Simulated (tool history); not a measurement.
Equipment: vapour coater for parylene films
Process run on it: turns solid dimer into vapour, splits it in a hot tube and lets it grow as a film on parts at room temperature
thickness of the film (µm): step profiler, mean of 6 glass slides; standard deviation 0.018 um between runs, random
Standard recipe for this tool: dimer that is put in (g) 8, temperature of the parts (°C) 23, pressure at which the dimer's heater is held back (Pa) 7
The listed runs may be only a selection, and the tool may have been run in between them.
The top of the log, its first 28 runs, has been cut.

| run | hour | dimer that is put in (g) | temperature of the parts (°C) | pressure at which the dimer's heater is held back (Pa) | thickness of the film (µm) |
|---|---|---|---|---|---|
|  | 1565 | trap's valve overhauled |
| 29 | 1625.1 | 8 | 21 | 2.12 | 3.58 |
| 30 | 1694 | 8 | 28 | 5.26 | 2.5 |
| 31 | 1755.6 | 8 | 28 | 5.26 | 2.55 |
| 32 | 1806.2 | 8 | 23 | 7 | 2.69 |
| 33 | 1878 | 12 | 15 | 8.86 | 4.81 |
| 34 | 1957.1 | 6 | 23 | 5.88 | 2.11 |
| 35 | 2038.5 | 6 | 23 | 5.88 | 2.1 |
| 36 | 2094.9 | 8 | 17 | 4.12 | 3.5 |
| 37 | 2149.9 | 3 | 29 | 3.81 | 0.98 |
| 38 | 2225.9 | 10 | 29 | 3.81 | 3.28 |
| 39 | 2268 | 8 | 26 | 3.59 | 2.86 |
| 40 | 2336.3 | 8 | 16 | 5.46 | 3.34 |

3 ways to go on from here, each from the tool as it stands after run 40. What would each give?
| A | 2374.6 | 5 | 17 | 7 | ? |
| B | 2374.6 | 11 | 32 | 8.26 | ? |
| C | 2374.6 | 8 | 23 | 4.17 | ? |

| run | thickness of the film (µm) |
|---|---|
| A | 1.95 |
| B | 2.88 |
| C | 2.98 |
Take away the tool's hidden state, keep each run's random variation, and the runs would have read:
| run | thickness of the film (µm) |
|---|---|
| A | 1.95 |
| B | 2.88 |
| C | 2.98 |
